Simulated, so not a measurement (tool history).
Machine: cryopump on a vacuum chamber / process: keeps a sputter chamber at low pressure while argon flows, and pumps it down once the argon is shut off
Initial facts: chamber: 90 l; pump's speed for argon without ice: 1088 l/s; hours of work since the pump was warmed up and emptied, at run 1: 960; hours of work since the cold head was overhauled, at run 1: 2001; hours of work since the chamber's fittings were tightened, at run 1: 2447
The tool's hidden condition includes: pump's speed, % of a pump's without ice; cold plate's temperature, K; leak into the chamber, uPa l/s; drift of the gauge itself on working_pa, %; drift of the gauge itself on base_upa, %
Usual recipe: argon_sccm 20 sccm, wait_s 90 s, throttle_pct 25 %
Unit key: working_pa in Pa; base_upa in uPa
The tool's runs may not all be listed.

| run | day | argon_sccm | wait_s | throttle_pct | hours of work since the pump was warmed up and emptied | hours of work since the cold head was overhauled | hours of work since the chamber's fittings were tightened | working_pa | base_upa |
|---|---|---|---|---|---|---|---|---|---|
| 1 | 0.000 | 20 | 90 | 25 | 960 | 2001 | 2447 | 0.1368 | 4.57 |
| 2 | 3.908 | 20 | 90 | 19 | 1029 | 2070 | 2516 | 0.1772 | 4.86 |
|  | 4.854 | pump warmed up, emptied and cooled again |
| 3 | 8.312 | 20 | 200 | 25 | 61 | 2144 | 2590 | 0.1264 | 3.18 |
| 4 | 11.867 | 20 | 30 | 25 | 124 | 2207 | 2653 | 0.1260 | 6.81 |
| 5 | 13.958 | 20 | 90 | 18 | 161 | 2244 | 2689 | 0.1753 | 4.18 |
| 6 | 18.079 | 20 | 117 | 18 | 234 | 2317 | 2762 | 0.1741 | 3.90 |
| 7 | 20.329 | 20 | 66 | 25 | 273 | 2357 | 2802 | 0.1264 | 4.77 |
| 8 | 24.138 | 20 | 66 | 25 | 341 | 2424 | 2869 | 0.1280 | 4.76 |
| 9 | 28.404 | 20 | 90 | 22 | 416 | 2499 | 2945 | 0.1460 | 4.54 |
|  | 30.925 | leaking fittings of the chamber tightened, without venting |
| 10 | 33.188 | 19 | 90 | 36 | 499 | 2582 | 40 | 0.0893 | 1.68 |
| 11 | 36.454 | 26 | 181 | 36 | 557 | 2640 | 98 | 0.1218 | 1.08 |
| 12 | 40.854 | 20 | 26 | 47 | 635 | 2718 | 175 | 0.0746 | 5.10 |
| 13 | 43.258 | 20 | 26 | 47 | 677 | 2760 | 218 | 0.0734 | 5.16 |
| 14 | 46.988 | 32 | 87 | 23 | 743 | 2826 | 284 | 0.2291 | 2.06 |

Alternative continuations, all from the tool just after run 14; predict every row:
| A | 49.338 | 17 | 97 | 23 | 785 | 2868 | 325 | ? | ? |
| B | 49.338 | 32 | 177 | 23 | 785 | 2868 | 325 | ? | ? |
| C | 49.338 | 24 | 262 | 59 | 785 | 2868 | 325 | ? | ? |

| run | working_pa | base_upa |
|---|---|---|
| A | 0.1222 | 1.94 |
| B | 0.2313 | 1.44 |
| C | 0.0750 | 1.18 |
Without the tool's hidden state the same runs would have given:
| run | working_pa | base_upa |
|---|---|---|
| A | 0.1141 | 1.50 |
| B | 0.2159 | 0.98 |
| C | 0.0634 | 0.73 |

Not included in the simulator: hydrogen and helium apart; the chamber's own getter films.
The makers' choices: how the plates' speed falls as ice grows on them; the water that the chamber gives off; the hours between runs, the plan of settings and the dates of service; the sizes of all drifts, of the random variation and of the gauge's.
